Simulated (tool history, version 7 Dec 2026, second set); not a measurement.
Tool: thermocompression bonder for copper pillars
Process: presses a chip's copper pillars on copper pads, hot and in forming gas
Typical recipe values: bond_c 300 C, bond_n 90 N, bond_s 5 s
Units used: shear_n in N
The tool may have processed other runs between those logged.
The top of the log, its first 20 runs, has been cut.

run	hour	bond_c	bond_n	bond_s	hours of work since the heater was calibrated	hours of work since the force cell was calibrated	hours of work since the gas filter was changed	shear_n
21	549.4	300	90	13	1037	512	39	76.3
22	571.9	300	73	3	1054	529	56	45.2
23	601.4	292	66	15	1076	551	78	63.8
24	627.0	292	66	15	1095	570	97	64.1
25	662.1	311	96	5	1122	596	124	68.3
26	699.7	317	72	5	1150	624	152	63.3
27	732.5	300	89	5	1174	649	176	58.5
28	750.3	300	129	5	1188	662	190	69.3
29	786.9	300	62	5	1215	690	217	48.1
30	815.4	297	62	4	1236	711	238	42.3
31	846.2	297	62	4	1259	734	261	42.5
# hour 858.7: forming gas filter changed
32	881.2	297	62	4	1285	760	17	42.1
33	907.0	277	110	3	1305	779	36	40.2
34	924.5	298	84	6	1318	792	49	57.8
35	961.2	315	84	5	1345	820	77	64.7
36	996.5	290	84	5	1372	846	103	49.1
37	1020.6	290	84	5	1390	864	121	49.4
38	1047.5	290	84	5	1410	884	141	49.0
39	1065.3	308	84	5	1423	898	155	59.9

Predict each of these 5 candidate next runs independently; none follows another, all start after run 39:
A	1087.3	305	84	11	1440	914	171	?
B	1087.3	308	119	5	1440	914	171	?
C	1087.3	308	134	5	1440	914	171	?
D	1087.3	300	113	5	1440	914	171	?
E	1087.3	328	84	9	1440	914	171	?

run	shear_n
A	71.1
B	70.0
C	73.2
D	63.9
E	79.5
Take away the tool's hidden state, keep each run's random variation, and the runs would have read:
run	shear_n
A	76.1
B	74.9
C	78.3
D	68.5
E	85.0

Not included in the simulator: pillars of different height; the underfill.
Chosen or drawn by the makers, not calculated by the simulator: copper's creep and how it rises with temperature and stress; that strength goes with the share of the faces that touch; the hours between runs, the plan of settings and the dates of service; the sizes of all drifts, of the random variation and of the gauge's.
